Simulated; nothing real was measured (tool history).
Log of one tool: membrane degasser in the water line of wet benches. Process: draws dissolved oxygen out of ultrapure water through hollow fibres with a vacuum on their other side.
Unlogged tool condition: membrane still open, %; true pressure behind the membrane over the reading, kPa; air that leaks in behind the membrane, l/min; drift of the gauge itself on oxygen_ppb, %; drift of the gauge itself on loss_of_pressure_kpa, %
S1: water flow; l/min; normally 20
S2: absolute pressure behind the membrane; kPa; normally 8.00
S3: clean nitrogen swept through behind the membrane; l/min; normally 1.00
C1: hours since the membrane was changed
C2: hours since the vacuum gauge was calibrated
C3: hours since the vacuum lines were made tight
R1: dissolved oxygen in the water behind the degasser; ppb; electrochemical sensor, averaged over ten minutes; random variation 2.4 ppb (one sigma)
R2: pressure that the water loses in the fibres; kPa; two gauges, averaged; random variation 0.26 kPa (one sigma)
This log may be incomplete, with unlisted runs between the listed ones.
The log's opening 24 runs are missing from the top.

Run 25, hour 1183.9: usual settings but S1 29 l/min, S2 13.55 kPa, S3 1.55 l/min; C1 1702; C2 822; C3 8874. Result: R1 490.6 ppb, R2 99.94 kPa.
At hour 1195.1: seals of the vacuum lines changed.
Run 26, hour 1233.1: usual settings but S1 29 l/min, S2 13.55 kPa, S3 1.55 l/min; C1 1749; C2 869; C3 38. Result: R1 481.5 ppb, R2 101.36 kPa.
Run 27, hour 1271.1: usual settings but S1 29 l/min, S2 13.55 kPa, S3 1.55 l/min; C1 1787; C2 907; C3 76. Result: R1 475.4 ppb, R2 100.52 kPa.
Run 28, hour 1314.6: usual settings but S1 25 l/min, S2 13.55 kPa, S3 1.55 l/min; C1 1831; C2 950; C3 119. Result: R1 417.5 ppb, R2 86.72 kPa.
Run 29, hour 1364.8: usual settings but S1 21 l/min, S2 7.19 kPa, S3 0.51 l/min; C1 1881; C2 1000; C3 170. Result: R1 350.7 ppb, R2 72.69 kPa.
Run 30, hour 1437.9: usual settings but S2 12.58 kPa, S3 0.54 l/min; C1 1954; C2 1074; C3 243. Result: R1 691.9 ppb, R2 69.35 kPa.
Run 31, hour 1511.7: usual settings but S2 12.58 kPa, S3 0.54 l/min; C1 2028; C2 1147; C3 317. Result: R1 683.4 ppb, R2 69.46 kPa.
Run 32, hour 1562.4: usual settings but S1 17 l/min, S2 9.44 kPa, S3 2.48 l/min; C1 2079; C2 1198; C3 367. Result: R1 125.0 ppb, R2 59.13 kPa.

What if the next run were any one of these 4? Each begins from the tool's condition after run 32:
Run A, hour 1607.6: usual settings but S3 2.13 l/min; C1 2124; C2 1243; C3 412. Result: R1 ?, R2 ?.
Run B, hour 1607.6: usual settings but S1 12 l/min, S2 9.44 kPa, S3 2.48 l/min; C1 2124; C2 1243; C3 412. Result: R1 ?, R2 ?.
Run C, hour 1607.6: usual settings but S3 1.47 l/min; C1 2124; C2 1243; C3 412. Result: R1 ?, R2 ?.
Run D, hour 1607.6: usual settings but S1 24 l/min; C1 2124; C2 1243; C3 412. Result: R1 ?, R2 ?.

run     R1     R2
  A  140.4  69.66
  B   82.9  41.63
  C  183.9  69.41
  D  299.0  83.10
With the hidden condition removed and each run's random variation left untouched, the same runs would have given:
run     R1     R2
  A  138.0  69.18
  B   81.5  41.35
  C  181.0  68.93
  D  294.9  82.53

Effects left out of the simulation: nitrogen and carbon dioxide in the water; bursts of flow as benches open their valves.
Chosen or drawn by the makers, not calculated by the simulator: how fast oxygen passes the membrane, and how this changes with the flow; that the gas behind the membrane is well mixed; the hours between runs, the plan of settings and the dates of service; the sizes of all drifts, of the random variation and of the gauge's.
